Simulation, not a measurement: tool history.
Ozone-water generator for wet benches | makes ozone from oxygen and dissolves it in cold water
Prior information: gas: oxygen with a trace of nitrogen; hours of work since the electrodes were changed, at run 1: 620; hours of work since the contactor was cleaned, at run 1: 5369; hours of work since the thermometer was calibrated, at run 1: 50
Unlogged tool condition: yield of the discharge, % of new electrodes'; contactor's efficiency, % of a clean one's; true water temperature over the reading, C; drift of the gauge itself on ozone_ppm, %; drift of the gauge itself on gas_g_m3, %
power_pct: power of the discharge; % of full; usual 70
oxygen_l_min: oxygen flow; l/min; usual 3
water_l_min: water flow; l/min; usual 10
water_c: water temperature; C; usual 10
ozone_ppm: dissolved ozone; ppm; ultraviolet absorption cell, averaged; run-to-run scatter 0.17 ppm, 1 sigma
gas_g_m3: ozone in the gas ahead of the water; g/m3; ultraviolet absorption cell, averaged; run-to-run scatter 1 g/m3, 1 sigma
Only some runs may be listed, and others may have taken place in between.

run	hour	power_pct	oxygen_l_min	water_l_min	water_c	hours of work since the electrodes were changed	hours of work since the contactor was cleaned	hours of work since the thermometer was calibrated	ozone_ppm	gas_g_m3
1	0	70	3	10	10	620	5369	50	22.2	171.3
2	76.6	70	3	10	10	670	5419	100	22.4	172.4
3	127.7	72	3	10	10	703	5452	133	22.3	174.5
4	219.3	70	2.2	10	10	763	5512	193	21.1	195.8
5	329.5	70	2.2	10	10	834	5583	264	20.8	196.7
# hour 338: water thermometer calibrated
6	451.4	70	2.22	10	10	913	5662	74	21	195.3
7	547.9	70	3	10	10	976	5724	136	22.4	171.3
8	670.5	70	3	10	10	1055	5804	216	21.8	170.3
9	775.5	70	3	10	10	1123	5872	284	21.8	169.6
10	848.3	52	2.65	8	18	1171	5919	331	19.7	154
11	920.5	70	2.39	11	10	1218	5966	378	18.9	187.7
12	972.8	70	3	13	10	1252	6000	412	17.4	168.6
13	1030.4	99	3	8	10	1289	6038	449	30.6	201

Describe how what the log doesn't record of the tool's condition differs between the last listed run preceding each entry between runs and the first listed run following it.
Run 5 -> run 6: water thermometer calibrated (hour 338)
  yield of the discharge, % of new electrodes': 97.5 -> 97.3; contactor's efficiency, % of a clean one's: 95.4 -> 95.3; true water temperature over the reading, C: -0.01 -> -0.02
  measured value less the no-hidden-state value, ozone_ppm: -1 -> -1.1 ppm; gas_g_m3: -5.1 -> -5.4 g/m3

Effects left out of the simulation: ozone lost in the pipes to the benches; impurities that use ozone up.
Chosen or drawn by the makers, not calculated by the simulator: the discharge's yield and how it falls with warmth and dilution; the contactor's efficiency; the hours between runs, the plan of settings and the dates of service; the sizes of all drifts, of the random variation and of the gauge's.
